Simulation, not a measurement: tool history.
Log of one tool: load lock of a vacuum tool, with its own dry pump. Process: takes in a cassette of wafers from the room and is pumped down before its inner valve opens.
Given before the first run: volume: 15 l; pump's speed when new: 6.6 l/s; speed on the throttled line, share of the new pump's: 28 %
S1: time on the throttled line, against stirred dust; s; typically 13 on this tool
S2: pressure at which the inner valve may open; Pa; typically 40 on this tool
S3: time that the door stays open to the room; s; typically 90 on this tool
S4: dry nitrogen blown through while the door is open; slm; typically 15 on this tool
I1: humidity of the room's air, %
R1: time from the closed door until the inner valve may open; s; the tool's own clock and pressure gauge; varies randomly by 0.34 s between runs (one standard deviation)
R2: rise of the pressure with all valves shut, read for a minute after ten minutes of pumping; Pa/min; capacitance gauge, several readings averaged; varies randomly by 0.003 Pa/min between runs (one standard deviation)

{"run": 1, "day": 0.0, "S1": 13, "S2": 40, "S3": 90, "S4": 15, "I1": 45.2, "R1": 28.8, "R2": 0.058}
{"run": 2, "day": 3.821, "S1": 20, "S2": 40, "S3": 90, "S4": 15, "I1": 48, "R1": 32.7, "R2": 0.065}
{"run": 3, "day": 7.829, "S1": 13, "S2": 40, "S3": 90, "S4": 15, "I1": 46.4, "R1": 27.4, "R2": 0.063}
{"run": 4, "day": 11.138, "S1": 13, "S2": 40, "S3": 90, "S4": 15, "I1": 47.2, "R1": 27.7, "R2": 0.06}
{"run": 5, "day": 15.329, "S1": 9, "S2": 40, "S3": 90, "S4": 15, "I1": 48.2, "R1": 25, "R2": 0.061}
{"run": 6, "day": 18.825, "S1": 9, "S2": 40, "S3": 90, "S4": 15, "I1": 48.6, "R1": 25.5, "R2": 0.068}
{"run": 7, "day": 23.008, "S1": 9, "S2": 40, "S3": 90, "S4": 15, "I1": 45.4, "R1": 24.9, "R2": 0.062}
{"run": 8, "day": 26.242, "S1": 16, "S2": 40, "S3": 90, "S4": 15, "I1": 48.5, "R1": 29.6, "R2": 0.062}
{"run": 9, "day": 31.2, "S1": 13, "S2": 40, "S3": 90, "S4": 15, "I1": 45, "R1": 28.4, "R2": 0.062}
{"run": 10, "day": 36.292, "S1": 13, "S2": 40, "S3": 90, "S4": 39, "I1": 48.1, "R1": 28.1, "R2": 0.049}
{"run": 11, "day": 40.629, "S1": 13, "S2": 40, "S3": 90, "S4": 39, "I1": 46.9, "R1": 28.2, "R2": 0.053}
{"run": 12, "day": 43.929, "S1": 17, "S2": 44, "S3": 145, "S4": 6, "I1": 44, "R1": 31.3, "R2": 0.095}
{"run": 13, "day": 48.333, "S1": 17, "S2": 44, "S3": 235, "S4": 19, "I1": 47.1, "R1": 30.7, "R2": 0.105}
{"run": 14, "day": 52.592, "S1": 17, "S2": 44, "S3": 235, "S4": 19, "I1": 46.9, "R1": 30.8, "R2": 0.097}
{"run": 15, "day": 55.129, "S1": 10, "S2": 37, "S3": 145, "S4": 5, "I1": 43.8, "R1": 26, "R2": 0.105}
{"run": 16, "day": 59.712, "S1": 15, "S2": 46, "S3": 145, "S4": 5, "I1": 43.9, "R1": 29.7, "R2": 0.096}
{"run": 17, "day": 63.862, "S1": 15, "S2": 46, "S3": 145, "S4": 5, "I1": 48.2, "R1": 29.2, "R2": 0.106}
{"run": 18, "day": 67.079, "S1": 7, "S2": 40, "S3": 90, "S4": 15, "I1": 43.1, "R1": 24.1, "R2": 0.065}
{"run": 19, "day": 69.15, "S1": 15, "S2": 40, "S3": 28, "S4": 15, "I1": 48.7, "R1": 29, "R2": 0.042}
{"run": 20, "day": 72.112, "S1": 15, "S2": 40, "S3": 28, "S4": 15, "I1": 47.4, "R1": 29.5, "R2": 0.048}
{"run": 21, "day": 74.292, "S1": 11, "S2": 40, "S3": 28, "S4": 14, "I1": 44.7, "R1": 26.4, "R2": 0.046}

Here are 4 independent what-if runs from the current tool condition. What would each one return?
{"run": "A", "day": 78.083, "S1": 7, "S2": 56, "S3": 68, "S4": 14, "I1": 45.3, "R1": "?", "R2": "?"}
{"run": "B", "day": 78.083, "S1": 11, "S2": 53, "S3": 28, "S4": 14, "I1": 44.8, "R1": "?", "R2": "?"}
{"run": "C", "day": 78.083, "S1": 13, "S2": 40, "S3": 90, "S4": 5, "I1": 42.9, "R1": "?", "R2": "?"}
{"run": "D", "day": 78.083, "S1": 6, "S2": 28, "S3": 28, "S4": 14, "I1": 41.9, "R1": "?", "R2": "?"}

run=A R1=23.4 R2=0.061
run=B R1=26 R2=0.042
run=C R1=28.6 R2=0.079
run=D R1=23.7 R2=0.047
What these runs would have given with no unlogged condition in the tool:
run=A R1=22.5 R2=0.041
run=B R1=25.2 R2=0.022
run=C R1=27.7 R2=0.06
run=D R1=22.7 R2=0.027
